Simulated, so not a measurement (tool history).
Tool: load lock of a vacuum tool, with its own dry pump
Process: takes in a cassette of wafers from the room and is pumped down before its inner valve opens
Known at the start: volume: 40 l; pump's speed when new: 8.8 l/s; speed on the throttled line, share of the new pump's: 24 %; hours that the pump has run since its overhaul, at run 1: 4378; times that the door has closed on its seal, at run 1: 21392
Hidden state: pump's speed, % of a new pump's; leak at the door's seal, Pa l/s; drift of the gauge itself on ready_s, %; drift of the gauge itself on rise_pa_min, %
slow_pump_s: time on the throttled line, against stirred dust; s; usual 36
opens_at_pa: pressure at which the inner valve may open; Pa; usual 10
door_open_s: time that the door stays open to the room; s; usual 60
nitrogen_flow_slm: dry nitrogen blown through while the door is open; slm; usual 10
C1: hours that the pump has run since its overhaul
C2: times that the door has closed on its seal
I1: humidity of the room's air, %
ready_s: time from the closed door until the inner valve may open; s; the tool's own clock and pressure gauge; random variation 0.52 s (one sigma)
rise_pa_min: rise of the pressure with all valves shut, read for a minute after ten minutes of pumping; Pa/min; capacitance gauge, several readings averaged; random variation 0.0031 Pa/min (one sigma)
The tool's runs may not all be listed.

{"run": 1, "hour": 0.0, "slow_pump_s": 36, "opens_at_pa": 10, "door_open_s": 60, "nitrogen_flow_slm": 10, "C1": 4378, "C2": 21392, "I1": 45.7, "ready_s": 74.5, "rise_pa_min": 0.736}
{"run": 2, "hour": 71.2, "slow_pump_s": 36, "opens_at_pa": 10, "door_open_s": 60, "nitrogen_flow_slm": 10, "C1": 4449, "C2": 21620, "I1": 42.4, "ready_s": 74.2, "rise_pa_min": 0.765}
{"run": 3, "hour": 169.4, "slow_pump_s": 36, "opens_at_pa": 10, "door_open_s": 60, "nitrogen_flow_slm": 10, "C1": 4547, "C2": 21935, "I1": 46.3, "ready_s": 73.8, "rise_pa_min": 0.783}
{"run": 4, "hour": 296.2, "slow_pump_s": 36, "opens_at_pa": 10, "door_open_s": 60, "nitrogen_flow_slm": 32, "C1": 4674, "C2": 22341, "I1": 45.6, "ready_s": 74.9, "rise_pa_min": 0.759}
{"run": 5, "hour": 391.2, "slow_pump_s": 36, "opens_at_pa": 10, "door_open_s": 60, "nitrogen_flow_slm": 10, "C1": 4769, "C2": 22646, "I1": 46.5, "ready_s": 73.9, "rise_pa_min": 0.795}
{"run": 6, "hour": 544.9, "slow_pump_s": 36, "opens_at_pa": 12, "door_open_s": 60, "nitrogen_flow_slm": 10, "C1": 4923, "C2": 23138, "I1": 44.3, "ready_s": 74.1, "rise_pa_min": 0.854}
{"hour": 649.3, "done": "door's seal changed, seat wiped"}
{"run": 7, "hour": 664.8, "slow_pump_s": 36, "opens_at_pa": 10, "door_open_s": 60, "nitrogen_flow_slm": 10, "C1": 5041, "C2": 50, "I1": 44.9, "ready_s": 74.9, "rise_pa_min": 0.064}
{"run": 8, "hour": 747.4, "slow_pump_s": 36, "opens_at_pa": 10, "door_open_s": 60, "nitrogen_flow_slm": 10, "C1": 5124, "C2": 314, "I1": 45.8, "ready_s": 76, "rise_pa_min": 0.064}
{"run": 9, "hour": 898.7, "slow_pump_s": 36, "opens_at_pa": 10, "door_open_s": 114, "nitrogen_flow_slm": 10, "C1": 5275, "C2": 800, "I1": 42.9, "ready_s": 75.7, "rise_pa_min": 0.085}
{"run": 10, "hour": 994.4, "slow_pump_s": 22, "opens_at_pa": 9, "door_open_s": 126, "nitrogen_flow_slm": 19, "C1": 5371, "C2": 1106, "I1": 45.1, "ready_s": 66.7, "rise_pa_min": 0.076}
{"run": 11, "hour": 1155.4, "slow_pump_s": 24, "opens_at_pa": 15, "door_open_s": 106, "nitrogen_flow_slm": 4, "C1": 5532, "C2": 1622, "I1": 42.1, "ready_s": 65.6, "rise_pa_min": 0.11}
{"run": 12, "hour": 1241.2, "slow_pump_s": 24, "opens_at_pa": 15, "door_open_s": 106, "nitrogen_flow_slm": 4, "C1": 5618, "C2": 1897, "I1": 45.7, "ready_s": 64.6, "rise_pa_min": 0.119}
{"run": 13, "hour": 1345.8, "slow_pump_s": 50, "opens_at_pa": 10, "door_open_s": 60, "nitrogen_flow_slm": 10, "C1": 5722, "C2": 2232, "I1": 45.9, "ready_s": 85.1, "rise_pa_min": 0.079}
{"run": 14, "hour": 1501.0, "slow_pump_s": 50, "opens_at_pa": 10, "door_open_s": 60, "nitrogen_flow_slm": 10, "C1": 5877, "C2": 2730, "I1": 41.6, "ready_s": 86.9, "rise_pa_min": 0.082}
{"run": 15, "hour": 1582.8, "slow_pump_s": 36, "opens_at_pa": 10, "door_open_s": 60, "nitrogen_flow_slm": 16, "C1": 5959, "C2": 2992, "I1": 42.3, "ready_s": 76.5, "rise_pa_min": 0.082}
{"run": 16, "hour": 1695.9, "slow_pump_s": 51, "opens_at_pa": 13, "door_open_s": 38, "nitrogen_flow_slm": 30, "C1": 6072, "C2": 3355, "I1": 43.1, "ready_s": 85.8, "rise_pa_min": 0.065}

Forecast each of these 3 alternatives for the next run:
{"run": "A", "hour": 1787.2, "slow_pump_s": 36, "opens_at_pa": 10, "door_open_s": 38, "nitrogen_flow_slm": 10, "C1": 6164, "C2": 3647, "I1": 47.2, "ready_s": "?", "rise_pa_min": "?"}
{"run": "B", "hour": 1787.2, "slow_pump_s": 51, "opens_at_pa": 13, "door_open_s": 39, "nitrogen_flow_slm": 11, "C1": 6164, "C2": 3647, "I1": 45.4, "ready_s": "?", "rise_pa_min": "?"}
{"run": "C", "hour": 1787.2, "slow_pump_s": 20, "opens_at_pa": 13, "door_open_s": 84, "nitrogen_flow_slm": 11, "C1": 6164, "C2": 3647, "I1": 43, "ready_s": "?", "rise_pa_min": "?"}

run=A ready_s=75.8 rise_pa_min=0.1
run=B ready_s=86.6 rise_pa_min=0.088
run=C ready_s=63.4 rise_pa_min=0.105
Without the tool's hidden state the same runs would have given:
run=A ready_s=69.1 rise_pa_min=0.054
run=B ready_s=80.7 rise_pa_min=0.043
run=C ready_s=56.2 rise_pa_min=0.06
